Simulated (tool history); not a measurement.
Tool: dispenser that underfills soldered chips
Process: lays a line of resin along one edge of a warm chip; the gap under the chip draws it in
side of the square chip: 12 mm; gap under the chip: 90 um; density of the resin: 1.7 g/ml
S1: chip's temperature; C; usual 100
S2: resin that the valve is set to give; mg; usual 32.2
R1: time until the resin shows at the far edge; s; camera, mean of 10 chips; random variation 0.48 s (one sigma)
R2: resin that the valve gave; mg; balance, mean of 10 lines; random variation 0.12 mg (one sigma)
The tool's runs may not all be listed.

| run | day | S1 | S2 | R1 | R2 |
|---|---|---|---|---|---|
| 1 | 0 | 100 | 32.2 | 51.6 | 31.77 |
|  | 0.121 | new syringe of resin |
| 2 | 0.467 | 105 | 32.2 | 43.3 | 31.7 |
|  | 0.542 | new syringe of resin |
| 3 | 0.929 | 100 | 32.2 | 55.6 | 31.35 |
|  | 0.975 | new syringe of resin |
| 4 | 1.171 | 100 | 32.2 | 43.1 | 31.4 |
|  | 1.417 | new syringe of resin |
| 5 | 1.596 | 100 | 34.5 | 42 | 33.53 |
|  | 1.838 | new syringe of resin |
| 6 | 1.883 | 100 | 32.2 | 35.3 | 31.21 |
| 7 | 2.229 | 100 | 32.2 | 55.3 | 30.96 |
|  | 2.279 | new syringe of resin |
| 8 | 2.546 | 100 | 32.2 | 47.6 | 31.18 |
|  | 2.692 | new syringe of resin |
| 9 | 2.946 | 100 | 32.2 | 47.4 | 30.76 |
|  | 3.129 | new syringe of resin |
|  | 3.371 | dispensing valve cleaned and set on the balance |
| 10 | 3.5 | 100 | 32.2 | 51.5 | 32.04 |
|  | 3.583 | new syringe of resin |
| 11 | 3.871 | 100 | 32.2 | 49.7 | 32.03 |
|  | 4.012 | new syringe of resin |
| 12 | 4.3 | 100 | 32.2 | 47.4 | 31.94 |
|  | 4.425 | new syringe of resin |
| 13 | 4.683 | 112 | 32.2 | 28.9 | 31.83 |
|  | 4.846 | new syringe of resin |
| 14 | 4.95 | 112 | 36.8 | 24.1 | 36.1 |
|  | 5.3 | new syringe of resin |
| 15 | 5.338 | 94 | 37.1 | 44.9 | 36.34 |
| 16 | 5.608 | 108 | 40.1 | 34.6 | 39.03 |
|  | 5.725 | new syringe of resin |
| 17 | 6.117 | 112 | 33.8 | 32.6 | 32.75 |
|  | 6.15 | new syringe of resin |
| 18 | 6.479 | 86 | 35.2 | 91.4 | 34.21 |
|  | 6.6 | new syringe of resin |
| 19 | 6.779 | 109 | 30 | 29.4 | 28.83 |
|  | 7.012 | new syringe of resin |
| 20 | 7.138 | 100 | 35.6 | 38.1 | 34.09 |
|  | 7.438 | new syringe of resin |
| 21 | 7.592 | 104 | 32.6 | 33.7 | 31.3 |
|  | 7.879 | new syringe of resin |
| 22 | 7.921 | 96 | 29.4 | 42.3 | 28.18 |
|  | 8.317 | new syringe of resin |
| 23 | 8.317 | 113 | 31.6 | 20.2 | 30.28 |

4 ways to go on from here, each from the tool as it stands after run 23. What would each give?
|  | 8.608 | dispensing valve cleaned and set on the balance |
|  | 8.767 | new syringe of resin |
| A | 8.838 | 100 | 37.1 | ? | ? |
|  | 8.608 | dispensing valve cleaned and set on the balance |
|  | 8.767 | new syringe of resin |
| B | 8.838 | 111 | 35 | ? | ? |
|  | 8.608 | dispensing valve cleaned and set on the balance |
|  | 8.767 | new syringe of resin |
| C | 8.838 | 111 | 38.1 | ? | ? |
|  | 8.608 | dispensing valve cleaned and set on the balance |
|  | 8.767 | new syringe of resin |
| D | 8.838 | 91 | 37 | ? | ? |

| run | R1 | R2 |
|---|---|---|
| A | 36.1 | 36.97 |
| B | 22.2 | 34.87 |
| C | 22.6 | 38.13 |
| D | 50.2 | 36.61 |
Without the tool's hidden state the same runs would have given:
| run | R1 | R2 |
|---|---|---|
| A | 38 | 37.07 |
| B | 23.2 | 34.96 |
| C | 23.6 | 38.23 |
| D | 53.3 | 36.71 |
